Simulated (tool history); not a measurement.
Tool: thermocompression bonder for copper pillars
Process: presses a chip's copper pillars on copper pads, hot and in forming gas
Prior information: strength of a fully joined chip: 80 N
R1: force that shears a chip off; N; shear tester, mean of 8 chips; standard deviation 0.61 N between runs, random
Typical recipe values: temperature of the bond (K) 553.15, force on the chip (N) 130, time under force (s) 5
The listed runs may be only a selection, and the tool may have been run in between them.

{"run": 1, "hour": 0.0, "temperature of the bond (K)": 553.15, "force on the chip (N)": 130, "time under force (s)": 5, "R1": 43.1}
{"run": 2, "hour": 13.8, "temperature of the bond (K)": 553.15, "force on the chip (N)": 130, "time under force (s)": 5, "R1": 42.9}
{"run": 3, "hour": 28.7, "temperature of the bond (K)": 553.15, "force on the chip (N)": 130, "time under force (s)": 3, "R1": 36}
{"run": 4, "hour": 39.0, "temperature of the bond (K)": 553.15, "force on the chip (N)": 130, "time under force (s)": 3, "R1": 36.2}
{"run": 5, "hour": 60.7, "temperature of the bond (K)": 553.15, "force on the chip (N)": 130, "time under force (s)": 3, "R1": 35.4}
{"run": 6, "hour": 85.2, "temperature of the bond (K)": 553.15, "force on the chip (N)": 130, "time under force (s)": 3, "R1": 35.1}
{"hour": 91.6, "done": "forming gas filter changed"}
{"run": 7, "hour": 97.2, "temperature of the bond (K)": 568.15, "force on the chip (N)": 130, "time under force (s)": 3, "R1": 46}
{"run": 8, "hour": 111.4, "temperature of the bond (K)": 568.15, "force on the chip (N)": 130, "time under force (s)": 3, "R1": 45.8}
{"run": 9, "hour": 129.3, "temperature of the bond (K)": 568.15, "force on the chip (N)": 130, "time under force (s)": 3, "R1": 44.9}
{"run": 10, "hour": 150.6, "temperature of the bond (K)": 568.15, "force on the chip (N)": 130, "time under force (s)": 3, "R1": 45.5}
{"run": 11, "hour": 173.7, "temperature of the bond (K)": 568.15, "force on the chip (N)": 130, "time under force (s)": 3, "R1": 45.5}
{"run": 12, "hour": 190.2, "temperature of the bond (K)": 564.15, "force on the chip (N)": 130, "time under force (s)": 5, "R1": 51.2}
{"run": 13, "hour": 201.1, "temperature of the bond (K)": 537.15, "force on the chip (N)": 130, "time under force (s)": 5, "R1": 37.5}
{"run": 14, "hour": 223.7, "temperature of the bond (K)": 537.15, "force on the chip (N)": 130, "time under force (s)": 5, "R1": 37.6}
{"run": 15, "hour": 234.1, "temperature of the bond (K)": 537.15, "force on the chip (N)": 130, "time under force (s)": 5, "R1": 37.9}
{"hour": 239.8, "done": "force cell calibrated"}
{"run": 16, "hour": 248.2, "temperature of the bond (K)": 565.15, "force on the chip (N)": 130, "time under force (s)": 5, "R1": 52.9}
{"run": 17, "hour": 263.2, "temperature of the bond (K)": 565.15, "force on the chip (N)": 130, "time under force (s)": 5, "R1": 53.6}
{"run": 18, "hour": 274.3, "temperature of the bond (K)": 565.15, "force on the chip (N)": 130, "time under force (s)": 5, "R1": 53.4}
{"run": 19, "hour": 290.9, "temperature of the bond (K)": 565.15, "force on the chip (N)": 130, "time under force (s)": 5, "R1": 53.8}
{"run": 20, "hour": 304.6, "temperature of the bond (K)": 565.15, "force on the chip (N)": 130, "time under force (s)": 5, "R1": 52.7}
{"run": 21, "hour": 323.5, "temperature of the bond (K)": 553.15, "force on the chip (N)": 175, "time under force (s)": 12, "R1": 68.6}
{"run": 22, "hour": 348.8, "temperature of the bond (K)": 574.15, "force on the chip (N)": 97, "time under force (s)": 6, "R1": 47.1}
{"run": 23, "hour": 372.8, "temperature of the bond (K)": 574.15, "force on the chip (N)": 97, "time under force (s)": 6, "R1": 46.3}
{"run": 24, "hour": 396.1, "temperature of the bond (K)": 549.15, "force on the chip (N)": 102, "time under force (s)": 6, "R1": 37.9}
{"run": 25, "hour": 407.1, "temperature of the bond (K)": 571.15, "force on the chip (N)": 130, "time under force (s)": 3, "R1": 46.2}
{"run": 26, "hour": 419.5, "temperature of the bond (K)": 527.15, "force on the chip (N)": 130, "time under force (s)": 5, "R1": 34.2}
{"run": 27, "hour": 435.7, "temperature of the bond (K)": 535.15, "force on the chip (N)": 124, "time under force (s)": 14, "R1": 49.6}
{"run": 28, "hour": 452.6, "temperature of the bond (K)": 535.15, "force on the chip (N)": 124, "time under force (s)": 14, "R1": 49.8}
{"hour": 454.5, "done": "forming gas filter changed"}
{"run": 29, "hour": 478.2, "temperature of the bond (K)": 528.15, "force on the chip (N)": 174, "time under force (s)": 14, "R1": 63.9}
{"run": 30, "hour": 494.7, "temperature of the bond (K)": 528.15, "force on the chip (N)": 174, "time under force (s)": 14, "R1": 62.5}
{"run": 31, "hour": 517.9, "temperature of the bond (K)": 528.15, "force on the chip (N)": 174, "time under force (s)": 14, "R1": 62.5}
{"run": 32, "hour": 528.1, "temperature of the bond (K)": 553.15, "force on the chip (N)": 117, "time under force (s)": 10, "R1": 55}
{"run": 33, "hour": 540.6, "temperature of the bond (K)": 530.15, "force on the chip (N)": 105, "time under force (s)": 4, "R1": 28.5}
{"run": 34, "hour": 559.9, "temperature of the bond (K)": 528.15, "force on the chip (N)": 130, "time under force (s)": 6, "R1": 40.3}
{"run": 35, "hour": 572.9, "temperature of the bond (K)": 528.15, "force on the chip (N)": 78, "time under force (s)": 4, "R1": 19.2}
{"run": 36, "hour": 586.5, "temperature of the bond (K)": 536.15, "force on the chip (N)": 80, "time under force (s)": 4, "R1": 22.4}
{"run": 37, "hour": 610.4, "temperature of the bond (K)": 553.15, "force on the chip (N)": 102, "time under force (s)": 5, "R1": 39.5}
{"run": 38, "hour": 621.7, "temperature of the bond (K)": 562.15, "force on the chip (N)": 134, "time under force (s)": 5, "R1": 52.9}
{"run": 39, "hour": 642.4, "temperature of the bond (K)": 549.15, "force on the chip (N)": 103, "time under force (s)": 9, "R1": 45.3}
{"run": 40, "hour": 660.8, "temperature of the bond (K)": 537.15, "force on the chip (N)": 120, "time under force (s)": 9, "R1": 45.1}

A few steps of R1 between consecutive runs. Split each: what settings, incoming material and random variation would produce without the hidden state, and what is left over for the hidden state, along with gauge scatter present in only one of the two compared results (measured, and without hidden state):
The hidden state here: true temperature of the bond over the reading, C; force that reaches the chip, % of what is set; oxide that the forming gas leaves, % of the face; drift of the gauge itself on shear_n, %.
Run 6 -> 7: temperature of the bond (K) 553.15 -> 568.15, forming gas filter changed. R1 +10.9 N: hidden state +3.6, all else +7.3.
Run 15 -> 16: temperature of the bond (K) 537.15 -> 565.15, force cell calibrated. R1 +15 N: hidden state +2.6, all else +12.4.
Run 21 -> 22: temperature of the bond (K) 553.15 -> 574.15, force on the chip (N) 175 -> 97, time under force (s) 12 -> 6. R1 -21.5 N: hidden state +1.2, all else -22.7.
Run 28 -> 29: temperature of the bond (K) 535.15 -> 528.15, force on the chip (N) 124 -> 174, forming gas filter changed. R1 +14.1 N: hidden state +5, all else +9.1.
Run 32 -> 33: temperature of the bond (K) 553.15 -> 530.15, force on the chip (N) 117 -> 105, time under force (s) 10 -> 4. R1 -26.5 N: hidden state +0.4, all else -26.9.
Run 34 -> 35: force on the chip (N) 130 -> 78, time under force (s) 6 -> 4. R1 -21.1 N: hidden state +0.1, all else -21.2.
